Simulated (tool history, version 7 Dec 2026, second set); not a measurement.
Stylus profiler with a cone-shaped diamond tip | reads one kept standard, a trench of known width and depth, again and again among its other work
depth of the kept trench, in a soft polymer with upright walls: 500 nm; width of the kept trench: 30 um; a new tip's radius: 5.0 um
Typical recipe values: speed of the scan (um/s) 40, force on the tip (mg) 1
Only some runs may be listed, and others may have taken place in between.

run     day  speed of the scan (um/s)  force on the tip (mg)  depth of the trench (nm)  width of the trench's floor (um)
  1       0                        40                      1                     505.5                             25.26
  2     1.1                        40                   1.01                    505.46                             25.24
  3   2.033                       148                      1                    505.29                              24.6
  4   2.912                        40                   0.36                    503.16                             25.09
  5   3.692                        40                   2.03                    508.41                             25.29
  6   4.592                        40                   2.03                    508.27                             25.25
  7   5.333                        40                   2.03                     508.4                             25.34
  8   6.171                        40                   2.03                    508.54                             25.31
  9   7.133                        40                   2.03                     508.5                             25.36
 10   7.612                        40                      1                     505.6                             25.23
 11   8.625                        40                      1                    505.69                             25.21
 12   9.575                        99                      1                    505.68                             24.83
 13  10.054                        99                      1                     505.6                             24.82
 14  10.629                        23                      1                    505.57                             25.26
 15  11.729                        23                      1                    505.68                             25.26
 16  12.567                        23                      1                    505.62                             25.25
 17  13.192                        36                      1                    505.49                             25.18
 18  14.262                        40                      1                    505.62                             25.15
 19  14.867                        40                      1                    505.78                             25.18
 20  15.946                        40                      1                    505.57                             25.17

For run 21, what comes out?
 21  16.721                        40                      1                         ?                                 ?

depth of the trench (nm): 505.58
width of the trench's floor (um): 25.17
Without the tool's hidden state the same run would have given depth of the trench (nm) 504.53, width of the trench's floor (um) 25.42.
